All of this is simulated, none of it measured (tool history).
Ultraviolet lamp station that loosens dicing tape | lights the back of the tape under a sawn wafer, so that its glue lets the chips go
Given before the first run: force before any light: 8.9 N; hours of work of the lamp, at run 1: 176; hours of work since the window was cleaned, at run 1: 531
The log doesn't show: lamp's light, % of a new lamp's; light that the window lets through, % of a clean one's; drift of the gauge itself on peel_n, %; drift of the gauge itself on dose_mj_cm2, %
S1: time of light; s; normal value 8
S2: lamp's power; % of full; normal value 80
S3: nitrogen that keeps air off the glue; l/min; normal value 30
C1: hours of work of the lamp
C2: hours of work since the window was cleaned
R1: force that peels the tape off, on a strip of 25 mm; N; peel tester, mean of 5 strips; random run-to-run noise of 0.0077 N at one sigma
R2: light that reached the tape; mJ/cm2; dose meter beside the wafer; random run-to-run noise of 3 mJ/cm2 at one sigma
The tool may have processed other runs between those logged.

run   hour  S1  S2  S3   C1   C2     R1   R2
  1    0.0   8  80  30  176  531  0.301  455
  2    8.2   8  80  10  181  536  0.556  459
  3   18.9   8  80  30  188  543  0.300  454
  4   27.5   8  80  30  193  548  0.311  456
  5   38.2   8  80  30  200  555  0.290  455
  6   47.4   8  80  30  206  561  0.297  458
  7   55.7   8  80  27  211  566  0.309  456
  8   63.4   8  80  27  216  571  0.301  454
  9   73.8   5  80  30  222  577  0.757  285
 10   84.6   5  80  30  229  584  0.745  289
 11   91.8   5  80  30  234  588  0.743  282
 12   98.7   5  80  30  238  593  0.742  286
 13  104.9   5  80  30  242  597  0.766  286
 14  113.6   8  80  10  247  602  0.547  457
 15  119.7   8  65  30  251  606  0.449  371
 16  125.8   8  61  30  255  610  0.490  345
 17  135.1   8  81  12  261  616  0.486  461
 18  141.1  15  76  29  265  620  0.188  809
 19  152.9  15  75  32  272  627  0.186  795
 20  163.3  15  75  32  279  633  0.187  806
 21  169.9   8  72  18  283  638  0.475  412
 22  174.8   8  72  18  286  641  0.482  406
 23  180.1   8  72  18  289  644  0.461  410
 24  190.6  14  67  24  296  651  0.198  667
 25  201.5   4  62  47  303  658  1.535  175
 26  207.4  12  73  54  306  661  0.183  624
 27  219.2  12  73  54  314  669  0.193  626
 28  224.4  15  87  18  317  672  0.185  947
 29  235.0   4  87  30  324  679  1.031  249

What if the next run were any one of these 3? Each begins from the tool's condition after run 29:
  A  240.4   8  94  30  327  682   ?   ?
  B  240.4   8  84  36  327  682   ?   ?
  C  240.4   8  80  53  327  682   ?   ?

run     R1   R2
  A  0.222  534
  B  0.258  481
  C  0.242  466
Without the tool's hidden state the same runs would have given:
run     R1   R2
  A  0.222  534
  B  0.258  481
  C  0.242  467

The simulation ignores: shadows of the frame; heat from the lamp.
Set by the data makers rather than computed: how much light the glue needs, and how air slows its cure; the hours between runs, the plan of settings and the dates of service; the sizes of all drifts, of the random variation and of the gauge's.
